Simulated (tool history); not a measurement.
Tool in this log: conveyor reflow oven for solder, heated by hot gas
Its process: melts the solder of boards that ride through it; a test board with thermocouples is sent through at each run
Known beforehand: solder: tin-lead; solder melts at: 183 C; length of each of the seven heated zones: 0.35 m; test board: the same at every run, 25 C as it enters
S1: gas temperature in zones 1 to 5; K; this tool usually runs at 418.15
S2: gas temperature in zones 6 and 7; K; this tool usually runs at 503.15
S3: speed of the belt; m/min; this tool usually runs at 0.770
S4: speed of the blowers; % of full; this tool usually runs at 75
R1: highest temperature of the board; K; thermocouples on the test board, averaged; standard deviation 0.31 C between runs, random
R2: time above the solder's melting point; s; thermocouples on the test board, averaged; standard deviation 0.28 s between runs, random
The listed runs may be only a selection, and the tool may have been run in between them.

run	hour	S1	S2	S3	S4	R1	R2
1	0.0	418.15	503.15	0.770	75	487.75	41.5
2	19.8	418.15	503.15	0.770	75	487.55	41.6
3	33.2	431.15	503.15	0.770	75	489.85	47.5
4	49.5	431.15	508.15	0.770	75	494.45	49.3
5	67.5	431.15	508.15	0.770	75	494.75	49.0
# hour 88.2: flux residue cleaned out of gas plates and filters
6	94.5	431.15	508.15	0.770	75	495.55	50.0
7	117.7	431.15	508.15	0.770	75	496.05	49.6
8	127.6	431.15	508.15	0.770	75	496.55	50.1
9	143.8	431.15	508.15	0.770	75	496.05	50.8
10	161.8	431.15	508.15	0.770	75	495.65	50.0
11	177.2	420.15	508.15	0.770	75	494.25	45.6
12	194.3	418.15	503.15	0.770	75	489.45	42.6
13	212.6	418.15	503.15	0.770	75	488.45	42.6
14	225.1	418.15	503.15	0.770	75	489.35	42.5
15	242.7	418.15	503.15	0.770	75	488.75	42.4
16	254.4	410.15	504.15	0.669	87	494.75	51.4
17	266.8	418.15	510.15	0.755	51	489.45	42.2
18	276.7	432.15	514.15	0.755	53	496.45	51.1
19	291.4	432.15	491.15	0.709	53	479.35	43.5
20	313.8	432.15	491.15	0.709	53	479.55	44.3
21	329.8	415.15	503.15	0.717	81	491.75	46.7
22	342.9	415.15	499.15	0.717	88	489.65	45.8
23	360.6	405.15	518.15	0.842	52	487.85	33.5
24	376.2	430.15	491.15	0.632	81	485.95	56.4
25	390.5	430.15	491.15	0.632	81	486.05	55.9
26	404.8	430.15	491.15	0.841	59	475.25	32.5
27	424.3	406.15	514.15	0.773	55	489.85	39.1
28	441.9	413.15	504.15	0.904	75	483.65	31.2
29	463.5	413.15	504.15	0.838	82	487.95	36.8
30	473.5	413.15	511.15	0.843	74	491.65	38.7

Each row is a separate what-if for the run after 30, all from the same tool condition, not one after another. Results?
A	494.4	432.15	503.15	0.913	75	?	?
B	494.4	431.15	503.15	0.770	75	?	?
C	494.4	418.15	503.15	0.654	75	?	?

run	R1	R2
A	486.35	38.1
B	491.75	47.9
C	493.45	54.2
Without the tool's hidden state the same runs would have given:
run	R1	R2
A	485.05	36.7
B	490.25	46.4
C	491.85	52.4
